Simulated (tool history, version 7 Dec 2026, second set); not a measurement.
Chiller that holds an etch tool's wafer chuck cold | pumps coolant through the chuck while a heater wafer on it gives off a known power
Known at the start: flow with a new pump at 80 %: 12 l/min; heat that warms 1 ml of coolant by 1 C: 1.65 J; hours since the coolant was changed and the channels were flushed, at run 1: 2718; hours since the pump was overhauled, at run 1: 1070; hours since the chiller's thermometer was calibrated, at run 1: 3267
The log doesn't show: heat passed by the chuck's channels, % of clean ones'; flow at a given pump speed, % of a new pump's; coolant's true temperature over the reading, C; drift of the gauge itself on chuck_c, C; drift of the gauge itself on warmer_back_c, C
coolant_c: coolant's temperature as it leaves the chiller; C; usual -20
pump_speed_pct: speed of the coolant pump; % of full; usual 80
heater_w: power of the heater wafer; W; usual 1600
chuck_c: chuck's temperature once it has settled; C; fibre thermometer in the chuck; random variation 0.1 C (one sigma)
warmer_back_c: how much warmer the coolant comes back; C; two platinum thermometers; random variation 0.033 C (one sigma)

run,hour,coolant_c,pump_speed_pct,heater_w,hours since the coolant was changed and the channels were flushed,hours since the pump was overhauled,hours since the chiller's thermometer was calibrated,chuck_c,warmer_back_c
1,0.0,-20,80,1600,2718,1070,3267,-3.2,4.82
2,62.9,-20,80,1600,2781,1133,3330,-3.4,4.82
3,152.3,-20,80,1600,2870,1222,3420,-3.4,4.85
# hour 169.3: chiller's thermometer calibrated
4,241.0,-20,80,1600,2958,1310,72,-3.2,4.78
5,293.4,-20,80,1600,3010,1362,124,-3.5,4.78
6,348.2,-20,79,1600,3065,1417,179,-3.0,4.82
7,426.3,-20,79,1600,3143,1495,257,-3.0,4.80
8,511.2,-20,79,1600,3228,1580,342,-3.0,4.85
9,596.1,-20,80,1600,3313,1665,427,-3.2,4.81
10,688.1,-20,91,1600,3405,1757,519,-4.9,4.24
11,751.5,-20,91,1600,3469,1821,582,-4.9,4.22
12,834.9,-20,80,1600,3552,1904,666,-3.2,4.83
13,934.7,-20,72,1600,3652,2004,765,-1.9,5.31
14,1013.0,-20,80,1600,3730,2082,844,-3.3,4.77
15,1076.7,-20,80,1600,3794,2146,907,-3.3,4.83
16,1147.5,-20,80,1900,3864,2217,978,-0.3,5.66
# hour 1167.5: coolant changed, channels flushed
17,1251.3,-15,80,1233,84,2314,1076,-2.0,3.61
18,1297.6,-26,70,1154,130,2361,1122,-12.4,3.95
19,1370.9,-26,91,1600,203,2434,1196,-10.8,4.22
20,1447.1,-21,81,861,280,2510,1272,-12.0,2.49
21,1539.9,-26,81,2348,372,2603,1365,-1.5,6.95
22,1591.8,-20,87,1600,424,2655,1416,-4.4,4.41
23,1641.4,-20,61,1600,474,2704,1466,0.6,6.20
24,1690.8,-19,62,1309,523,2754,1516,-2.1,4.93
25,1734.1,-15,78,1600,567,2797,1559,2.0,4.95
26,1822.2,-18,80,908,655,2885,1647,-8.6,2.68
27,1879.4,-20,80,1197,712,2942,1704,-7.6,3.56
28,1950.8,-16,80,1445,783,3014,1776,-1.1,4.29
29,1992.8,-23,83,1365,825,3056,1817,-8.9,3.85
30,2071.2,-13,83,1365,904,3134,1896,0.8,3.86
31,2151.8,-23,83,1365,984,3215,1976,-9.2,3.90

Forecast each of these 3 alternatives for the next run:
A,2217.8,-10,65,1250,1050,3281,2042,?,?
B,2217.8,-21,89,1725,1050,3281,2042,?,?
C,2217.8,-18,83,1007,1050,3281,2042,?,?

run,chuck_c,warmer_back_c
A,5.3,4.54
B,-4.4,4.60
C,-7.8,2.85
Without the tool's hidden state the same runs would have given:
run,chuck_c,warmer_back_c
A,5.3,4.67
B,-4.5,4.73
C,-7.8,2.98

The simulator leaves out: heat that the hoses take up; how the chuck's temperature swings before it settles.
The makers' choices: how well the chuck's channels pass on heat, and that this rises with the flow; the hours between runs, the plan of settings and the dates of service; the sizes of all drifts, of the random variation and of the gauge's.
